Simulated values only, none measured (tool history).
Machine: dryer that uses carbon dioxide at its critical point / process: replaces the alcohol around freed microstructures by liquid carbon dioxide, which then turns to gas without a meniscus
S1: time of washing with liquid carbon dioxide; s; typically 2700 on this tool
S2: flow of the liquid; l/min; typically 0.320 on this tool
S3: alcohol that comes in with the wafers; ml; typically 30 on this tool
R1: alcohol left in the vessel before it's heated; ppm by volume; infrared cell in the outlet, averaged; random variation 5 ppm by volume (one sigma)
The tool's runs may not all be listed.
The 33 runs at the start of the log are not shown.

run     day    S1     S2   S3   R1
     43.242  -- purifier's bed changed
 34  44.633  2160  0.324   41  132
 35  45.771  2700  0.308   53   82
 36  46.900  1920  0.441   30   54
 37  48.762  1920  0.441   73  101
 38  49.796  2520  0.319  116  207
 39  51.154  2700  0.199   30  402
 40  52.046  2700  0.199   30  421
 41  53.938  3780  0.400   25   77
 42  54.900  1920  0.312   85  668
 43  56.167  2040  0.320   47  317

Below are 5 alternative next runs, each starting from the tool's condition after run 43. Predict each:
  A  57.721  1680  0.209  30   ?
  B  57.721  3300  0.522  33   ?
  C  57.721  3480  0.226  20   ?
  D  57.721  2040  0.230  23   ?
  E  57.721  1620  0.264  59   ?

run    R1
  A  1479
  B   101
  C   152
  D   548
  E  1632
What these runs would have given with no unlogged condition in the tool:
run   R1
  A  976
  B    4
  C   31
  D  282
  E  997

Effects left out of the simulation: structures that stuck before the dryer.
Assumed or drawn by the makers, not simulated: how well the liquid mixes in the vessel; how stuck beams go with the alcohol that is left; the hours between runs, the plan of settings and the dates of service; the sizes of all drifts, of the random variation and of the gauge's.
